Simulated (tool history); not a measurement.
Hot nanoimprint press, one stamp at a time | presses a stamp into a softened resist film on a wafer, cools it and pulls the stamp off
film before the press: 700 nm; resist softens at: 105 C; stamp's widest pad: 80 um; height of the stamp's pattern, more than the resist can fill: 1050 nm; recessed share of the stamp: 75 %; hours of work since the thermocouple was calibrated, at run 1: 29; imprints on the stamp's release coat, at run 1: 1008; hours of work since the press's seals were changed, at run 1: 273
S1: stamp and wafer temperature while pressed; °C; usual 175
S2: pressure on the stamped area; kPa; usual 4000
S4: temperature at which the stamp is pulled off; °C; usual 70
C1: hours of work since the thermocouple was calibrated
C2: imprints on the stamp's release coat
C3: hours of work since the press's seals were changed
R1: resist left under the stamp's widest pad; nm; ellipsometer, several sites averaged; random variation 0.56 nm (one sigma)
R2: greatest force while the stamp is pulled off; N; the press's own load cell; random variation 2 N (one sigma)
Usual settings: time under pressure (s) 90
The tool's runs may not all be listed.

run 1 hour=0 | S1=175 S2=4000 time_under_pressure_(s)=90 S4=70 | C1=29 C2=1008 C3=273 | R1=273.2 R2=201
run 2 hour=13.8 | S1=175 S2=4000 time_under_pressure_(s)=90 S4=70 | C1=40 C2=1082 C3=284 | R1=273.6 R2=204
-- hour=28.8 stamp cleaned and given a new release coat
run 3 hour=32.1 | S1=175 S2=4000 time_under_pressure_(s)=90 S4=70 | C1=49 C2=18 C3=293 | R1=273.1 R2=181
run 4 hour=38.5 | S1=175 S2=4000 time_under_pressure_(s)=90 S4=70 | C1=54 C2=52 C3=299 | R1=274.5 R2=181
run 5 hour=48.1 | S1=175 S2=4000 time_under_pressure_(s)=90 S4=70 | C1=62 C2=103 C3=306 | R1=273.1 R2=188
run 6 hour=59.8 | S1=175 S2=4000 time_under_pressure_(s)=90 S4=70 | C1=71 C2=165 C3=315 | R1=274.6 R2=182
run 7 hour=70.5 | S1=175 S2=4000 time_under_pressure_(s)=90 S4=70 | C1=80 C2=222 C3=324 | R1=273.5 R2=185
run 8 hour=83.7 | S1=175 S2=4000 time_under_pressure_(s)=90 S4=68 | C1=90 C2=292 C3=334 | R1=272.4 R2=195
run 9 hour=95.6 | S1=175 S2=4000 time_under_pressure_(s)=90 S4=68 | C1=100 C2=355 C3=344 | R1=273.5 R2=195
run 10 hour=105.2 | S1=175 S2=4000 time_under_pressure_(s)=90 S4=68 | C1=107 C2=406 C3=351 | R1=272.8 R2=194
run 11 hour=111.5 | S1=175 S2=4000 time_under_pressure_(s)=90 S4=68 | C1=112 C2=439 C3=356 | R1=272.5 R2=199
run 12 hour=120.6 | S1=175 S2=4000 time_under_pressure_(s)=90 S4=68 | C1=119 C2=488 C3=364 | R1=272.4 R2=196
run 13 hour=132.2 | S1=175 S2=4000 time_under_pressure_(s)=90 S4=70 | C1=129 C2=549 C3=373 | R1=272.4 R2=194
run 14 hour=143.6 | S1=175 S2=4000 time_under_pressure_(s)=90 S4=70 | C1=138 C2=610 C3=382 | R1=271.5 R2=195
run 15 hour=150.5 | S1=166 S2=4000 time_under_pressure_(s)=90 S4=70 | C1=143 C2=647 C3=387 | R1=389.3 R2=195
run 16 hour=164 | S1=166 S2=4000 time_under_pressure_(s)=90 S4=70 | C1=154 C2=718 C3=398 | R1=390.2 R2=195
run 17 hour=171.5 | S1=175 S2=5480 time_under_pressure_(s)=111 S4=70 | C1=160 C2=758 C3=404 | R1=215.2 R2=198
run 18 hour=179 | S1=175 S2=3910 time_under_pressure_(s)=90 S4=78 | C1=166 C2=798 C3=410 | R1=273.9 R2=175
run 19 hour=185.9 | S1=175 S2=3910 time_under_pressure_(s)=90 S4=78 | C1=171 C2=834 C3=415 | R1=274.2 R2=177
run 20 hour=200.8 | S1=186 S2=4000 time_under_pressure_(s)=90 S4=74 | C1=183 C2=913 C3=427 | R1=176.2 R2=188
run 21 hour=208.4 | S1=186 S2=4000 time_under_pressure_(s)=90 S4=74 | C1=189 C2=954 C3=433 | R1=175.6 R2=189
run 22 hour=215.6 | S1=186 S2=4000 time_under_pressure_(s)=100 S4=66 | C1=195 C2=992 C3=439 | R1=167.6 R2=213
run 23 hour=227.1 | S1=186 S2=4000 time_under_pressure_(s)=100 S4=66 | C1=204 C2=1053 C3=448 | R1=167.6 R2=216
run 24 hour=239.9 | S1=186 S2=4000 time_under_pressure_(s)=100 S4=66 | C1=214 C2=1121 C3=458 | R1=167.1 R2=217
-- hour=247.1 stamp cleaned and given a new release coat
run 25 hour=257.9 | S1=186 S2=4000 time_under_pressure_(s)=100 S4=66 | C1=223 C2=58 C3=468 | R1=167.5 R2=195
run 26 hour=267.4 | S1=184 S2=4350 time_under_pressure_(s)=95 S4=73 | C1=231 C2=108 C3=475 | R1=178.5 R2=177
run 27 hour=277.9 | S1=184 S2=4350 time_under_pressure_(s)=95 S4=73 | C1=239 C2=164 C3=483 | R1=177.6 R2=174
run 28 hour=287.7 | S1=175 S2=3070 time_under_pressure_(s)=101 S4=70 | C1=247 C2=216 C3=491 | R1=288.7 R2=184
run 29 hour=296.8 | S1=175 S2=3070 time_under_pressure_(s)=101 S4=70 | C1=254 C2=264 C3=498 | R1=287.7 R2=187
run 30 hour=311.8 | S1=175 S2=3070 time_under_pressure_(s)=101 S4=70 | C1=266 C2=344 C3=510 | R1=287.6 R2=190
run 31 hour=326.6 | S1=175 S2=4430 time_under_pressure_(s)=52 S4=69 | C1=278 C2=422 C3=522 | R1=321.4 R2=189

3 ways to go on from here, each from the tool as it stands after run 31. What would each give?
run A hour=338.3 | S1=164 S2=4000 time_under_pressure_(s)=61 S4=74 | C1=287 C2=484 C3=531 | R1=? R2=?
run B hour=338.3 | S1=175 S2=4430 time_under_pressure_(s)=52 S4=66 | C1=287 C2=484 C3=531 | R1=? R2=?
run C hour=338.3 | S1=172 S2=2680 time_under_pressure_(s)=61 S4=69 | C1=287 C2=484 C3=531 | R1=? R2=?

run=A R1=468.7 R2=183
run=B R1=322.3 R2=200
run=C R1=407.8 R2=192
Without the tool's hidden state the same runs would have given:
run=A R1=474 R2=176
run=B R1=325.6 R2=192
run=C R1=413.5 R2=184

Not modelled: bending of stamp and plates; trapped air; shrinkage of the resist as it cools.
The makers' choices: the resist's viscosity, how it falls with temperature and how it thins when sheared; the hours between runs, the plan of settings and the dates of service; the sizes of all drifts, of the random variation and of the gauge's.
